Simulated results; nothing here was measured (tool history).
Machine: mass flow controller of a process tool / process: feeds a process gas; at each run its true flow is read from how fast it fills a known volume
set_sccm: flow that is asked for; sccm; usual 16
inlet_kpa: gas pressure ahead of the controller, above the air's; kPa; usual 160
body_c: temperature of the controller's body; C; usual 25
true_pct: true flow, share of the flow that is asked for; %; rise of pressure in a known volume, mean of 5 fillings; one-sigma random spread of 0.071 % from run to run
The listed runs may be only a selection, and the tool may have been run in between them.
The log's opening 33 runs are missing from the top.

run    hour  set_sccm  inlet_kpa  body_c  true_pct
 34  7410.2        17        220      21     98.46
 35  7722.4        17        187      27     98.52
 36  8042.5        11        160      24     98.38
 37    8393         3        214      25    100.68
 38  8614.8        14        214      37     97.54
 39  8898.7        14        214      37     97.57
 40  9237.7         9        171      31     98.02
 41  9585.2         9        171      31        98
 42  9848.7         9        171      31     97.99

4 options for the next run, each taken on its own from the tool as it stands now. Forecast them:
  A  10071.3        16        157      32         ?
  B  10071.3         9        272      25         ?
  C  10071.3        16        275      23         ?
  D  10071.3         3        160      35         ?

run  true_pct
  A     98.25
  B     97.72
  C     97.89
  D     100.7
Had the tool no hidden state, the same runs would have come out as:
run  true_pct
  A     99.37
  B     98.04
  C     99.01
  D     97.35
